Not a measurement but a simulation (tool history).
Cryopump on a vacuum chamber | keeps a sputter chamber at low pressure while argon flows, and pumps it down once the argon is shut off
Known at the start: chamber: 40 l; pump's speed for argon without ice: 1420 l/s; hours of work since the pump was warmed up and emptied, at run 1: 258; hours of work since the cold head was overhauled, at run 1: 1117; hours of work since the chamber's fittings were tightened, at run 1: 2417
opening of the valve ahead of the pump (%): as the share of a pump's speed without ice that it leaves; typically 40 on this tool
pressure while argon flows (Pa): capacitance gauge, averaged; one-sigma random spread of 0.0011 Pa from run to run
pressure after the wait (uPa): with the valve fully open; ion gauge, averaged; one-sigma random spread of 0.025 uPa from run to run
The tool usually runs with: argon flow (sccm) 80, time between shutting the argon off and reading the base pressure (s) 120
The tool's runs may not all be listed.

| run | hour | argon flow (sccm) | time between shutting the argon off and reading the base pressure (s) | opening of the valve ahead of the pump (%) | hours of work since the pump was warmed up and emptied | hours of work since the cold head was overhauled | hours of work since the chamber's fittings were tightened | pressure while argon flows (Pa) | pressure after the wait (uPa) |
|---|---|---|---|---|---|---|---|---|---|
| 1 | 0 | 80 | 120 | 40 | 258 | 1117 | 2417 | 0.2513 | 2.38 |
| 2 | 56.7 | 80 | 120 | 40 | 300 | 1159 | 2460 | 0.2555 | 2.55 |
| 3 | 103.9 | 80 | 120 | 40 | 336 | 1195 | 2495 | 0.2567 | 2.51 |
| 4 | 147 | 80 | 120 | 40 | 369 | 1228 | 2528 | 0.2588 | 2.53 |
| 5 | 221.3 | 80 | 120 | 40 | 425 | 1284 | 2584 | 0.2606 | 2.71 |
| 6 | 255.3 | 80 | 120 | 40 | 450 | 1309 | 2610 | 0.2642 | 2.69 |
| 7 | 312.3 | 80 | 120 | 40 | 493 | 1352 | 2653 | 0.2688 | 2.69 |
| 8 | 377.9 | 80 | 120 | 40 | 543 | 1402 | 2702 | 0.2721 | 2.85 |
| 9 | 425.9 | 80 | 120 | 40 | 579 | 1438 | 2739 | 0.2733 | 2.88 |
| 10 | 495.1 | 80 | 120 | 48 | 632 | 1491 | 2791 | 0.2368 | 3.04 |
| 11 | 562.6 | 80 | 120 | 48 | 683 | 1542 | 2842 | 0.2414 | 3.23 |
| 12 | 621.6 | 34 | 120 | 48 | 727 | 1586 | 2886 | 0.1035 | 3.3 |
|  | 657.9 | leaking fittings of the chamber tightened, without venting |
| 13 | 677.4 | 34 | 120 | 48 | 768 | 1627 | 15 | 0.1057 | 1.19 |
|  | 746.8 | pump warmed up, emptied and cooled again |
| 14 | 746.8 | 34 | 120 | 48 | 0 | 1675 | 63 | 0.0866 | 1.07 |
| 15 | 789.6 | 80 | 300 | 40 | 32 | 1708 | 96 | 0.2433 | 0.59 |
| 16 | 830.2 | 80 | 300 | 40 | 63 | 1738 | 126 | 0.2437 | 0.61 |
| 17 | 888.6 | 80 | 120 | 40 | 107 | 1782 | 170 | 0.2463 | 1.07 |
| 18 | 949.5 | 80 | 120 | 40 | 153 | 1828 | 216 | 0.2461 | 1.13 |
| 19 | 1025.4 | 62 | 54 | 37 | 210 | 1886 | 274 | 0.2085 | 2.01 |
| 20 | 1074.8 | 97 | 120 | 22 | 248 | 1923 | 311 | 0.538 | 1.25 |
| 21 | 1148.8 | 60 | 51 | 16 | 304 | 1979 | 367 | 0.4543 | 2.17 |
| 22 | 1219.9 | 60 | 51 | 16 | 357 | 2033 | 421 | 0.462 | 2.41 |
| 23 | 1264.7 | 95 | 264 | 15 | 391 | 2067 | 455 | 0.7803 | 0.91 |
| 24 | 1307.7 | 95 | 48 | 16 | 424 | 2099 | 487 | 0.7383 | 2.4 |
| 25 | 1350.5 | 33 | 184 | 46 | 456 | 2131 | 519 | 0.0972 | 1.15 |
| 26 | 1421.2 | 144 | 120 | 40 | 509 | 2185 | 573 | 0.4815 | 1.44 |
| 27 | 1467 | 144 | 120 | 47 | 544 | 2219 | 607 | 0.4227 | 1.45 |
| 28 | 1506.9 | 144 | 120 | 22 | 574 | 2250 | 638 | 0.8433 | 1.48 |
| 29 | 1570.3 | 80 | 75 | 20 | 622 | 2297 | 685 | 0.5108 | 2.01 |
| 30 | 1620.6 | 80 | 75 | 20 | 660 | 2335 | 723 | 0.517 | 2.07 |
| 31 | 1686.8 | 80 | 75 | 20 | 710 | 2385 | 773 | 0.5219 | 2.05 |
| 32 | 1739.5 | 68 | 25 | 27 | 750 | 2425 | 813 | 0.3435 | 4.56 |
| 33 | 1799.3 | 46 | 25 | 38 | 795 | 2470 | 858 | 0.1756 | 4.58 |

Predict each of these 4 candidate next runs independently; none follows another, all start after run 33:
|  | 1831.2 | pump warmed up, emptied and cooled again |
| A | 1879 | 127 | 120 | 40 | 36 | 2527 | 915 | ? | ? |
|  | 1831.2 | pump warmed up, emptied and cooled again |
| B | 1879 | 39 | 74 | 32 | 36 | 2527 | 915 | ? | ? |
|  | 1831.2 | pump warmed up, emptied and cooled again |
| C | 1879 | 39 | 120 | 28 | 36 | 2527 | 915 | ? | ? |
|  | 1831.2 | pump warmed up, emptied and cooled again |
| D | 1879 | 68 | 25 | 38 | 36 | 2527 | 915 | ? | ? |

| run | pressure while argon flows (Pa) | pressure after the wait (uPa) |
|---|---|---|
| A | 0.3899 | 1.49 |
| B | 0.1481 | 2.03 |
| C | 0.168 | 1.47 |
| D | 0.2173 | 4.28 |
Take away the tool's hidden state, keep each run's random variation, and the runs would have read:
| run | pressure while argon flows (Pa) | pressure after the wait (uPa) |
|---|---|---|
| A | 0.3803 | 0.95 |
| B | 0.1452 | 1.47 |
| C | 0.1651 | 0.93 |
| D | 0.2122 | 3.74 |
